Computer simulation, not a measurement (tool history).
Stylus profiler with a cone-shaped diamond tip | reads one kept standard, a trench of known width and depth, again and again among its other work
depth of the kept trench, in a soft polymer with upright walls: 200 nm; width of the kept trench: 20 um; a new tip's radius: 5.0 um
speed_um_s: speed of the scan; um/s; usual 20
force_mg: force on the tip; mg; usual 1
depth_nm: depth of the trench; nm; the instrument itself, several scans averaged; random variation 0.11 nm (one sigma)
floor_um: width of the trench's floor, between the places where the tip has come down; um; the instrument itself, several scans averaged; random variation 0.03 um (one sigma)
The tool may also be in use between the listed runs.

run,hour,speed_um_s,force_mg,depth_nm,floor_um
1,0,20,1,201.48,15.84
2,52.6,20,2.74,202.04,15.91
3,111.9,7,2.74,202.23,15.83
4,185.6,20,1,201.25,15.81
5,252.2,20,1,201.65,15.78
6,346,20,1,201.55,15.76
7,441.3,36,1,201.73,15.62
8,484.1,36,1,201.7,15.62
9,550.3,20,1,201.49,15.6
10,635.3,20,1,201.64,15.7
11,720.8,20,1,201.62,15.63
12,768.2,20,0.82,201.72,15.62
13,849.3,20,0.82,201.56,15.54
14,911.9,8,0.82,201.56,15.54
15,991,20,2.28,202.28,15.57
16,1070.8,20,0.77,201.65,15.44
17,1134.3,20,1.65,202.03,15.52
18,1191,20,1,201.86,15.41
19,1287.4,20,1,201.92,15.41
# hour 1363.1: height scale calibrated on a step standard
20,1363.1,19,1,200.57,15.36
21,1428,19,1,200.61,15.27
22,1491.4,19,1,200.87,15.39
23,1572,12,2.09,200.99,15.35
24,1663.7,12,0.38,200.3,15.33
25,1758.3,35,0.37,200.34,15.11
26,1815.5,13,0.87,200.8,15.26
27,1871.1,7,0.44,200.56,15.22
28,1917.6,7,0.44,200.47,15.18
29,1984.1,7,0.44,200.61,15.22
30,2040,7,0.44,200.61,15.19
31,2100.3,11,1.3,200.68,15.15
32,2139.7,29,1,200.84,15.03
33,2183.7,9,0.61,200.78,15.12
34,2238.2,9,0.61,200.59,15.12
35,2318.9,20,0.97,201.17,15.04
36,2406.8,42,2.38,201.36,14.96
37,2472.5,42,2.38,201.39,14.9
38,2551.9,42,2.38,201.37,14.92
39,2620,63,0.55,200.74,14.78
40,2695.3,63,1.52,201.2,14.86
41,2751.3,63,1.52,201.36,14.85

Forecast each of these 3 alternatives for the next run:
A,2819.1,5,0.82,?,?
B,2819.1,40,0.67,?,?
C,2819.1,9,1,?,?

run,depth_nm,floor_um
A,201.08,14.89
B,200.8,14.84
C,201.22,14.89
Without the tool's hidden state the same runs would have given:
run,depth_nm,floor_um
A,200.62,17.16
B,200.34,17.11
C,200.75,17.16

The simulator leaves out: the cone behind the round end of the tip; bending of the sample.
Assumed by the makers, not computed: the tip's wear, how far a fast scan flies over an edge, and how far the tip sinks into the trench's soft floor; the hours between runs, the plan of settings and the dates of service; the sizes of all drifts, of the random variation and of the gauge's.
